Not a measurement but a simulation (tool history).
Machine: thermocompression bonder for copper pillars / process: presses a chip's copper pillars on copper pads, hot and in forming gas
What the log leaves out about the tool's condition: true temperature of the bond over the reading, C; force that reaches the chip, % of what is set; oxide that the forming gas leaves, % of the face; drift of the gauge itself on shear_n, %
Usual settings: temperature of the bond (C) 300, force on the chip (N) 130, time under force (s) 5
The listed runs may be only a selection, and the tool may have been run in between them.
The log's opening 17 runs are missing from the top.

| run | day | temperature of the bond (C) | force on the chip (N) | time under force (s) | hours of work since the heater was calibrated | hours of work since the force cell was calibrated | hours of work since the gas filter was changed | force that shears a chip off (N) |
|---|---|---|---|---|---|---|---|---|
| 18 | 19.217 | 300 | 130 | 5 | 257 | 706 | 112 | 59.3 |
| 19 | 20.717 | 300 | 130 | 5 | 273 | 722 | 128 | 56.7 |
| 20 | 21.817 | 300 | 79 | 5 | 286 | 735 | 141 | 39.6 |
| 21 | 23.288 | 300 | 130 | 9 | 302 | 751 | 157 | 71.4 |
| 22 | 24.321 | 287 | 130 | 5 | 314 | 763 | 169 | 48.2 |
| 23 | 25.317 | 320 | 111 | 5 | 325 | 774 | 180 | 62.6 |
| 24 | 26.396 | 327 | 130 | 5 | 337 | 786 | 192 | 73 |
| 25 | 27.054 | 327 | 130 | 5 | 344 | 793 | 199 | 70.2 |
| 26 | 28.117 | 327 | 130 | 5 | 356 | 805 | 211 | 70.5 |
| 27 | 29.508 | 327 | 130 | 5 | 371 | 821 | 226 | 71.1 |
| 28 | 30.771 | 300 | 185 | 5 | 385 | 835 | 240 | 68.8 |
| 29 | 32.2 | 272 | 185 | 5 | 401 | 851 | 256 | 50.3 |
| 30 | 33.071 | 275 | 146 | 3 | 411 | 860 | 266 | 35.6 |
| 31 | 34.029 | 275 | 146 | 3 | 422 | 871 | 277 | 36.4 |
| 32 | 34.75 | 300 | 142 | 5 | 430 | 879 | 285 | 57.9 |
| 33 | 35.988 | 293 | 109 | 3 | 444 | 893 | 299 | 35.6 |
| 34 | 36.971 | 293 | 109 | 3 | 455 | 904 | 310 | 34.8 |

Estimate the outcome of run 35 from the log above:
| 35 | 37.767 | 329 | 109 | 9 | 464 | 913 | 318 | ? |

force that shears a chip off (N): 76.2
Were there no unlogged condition in the tool, this run, its random variation unchanged, would have produced force that shears a chip off (N) 88.4.

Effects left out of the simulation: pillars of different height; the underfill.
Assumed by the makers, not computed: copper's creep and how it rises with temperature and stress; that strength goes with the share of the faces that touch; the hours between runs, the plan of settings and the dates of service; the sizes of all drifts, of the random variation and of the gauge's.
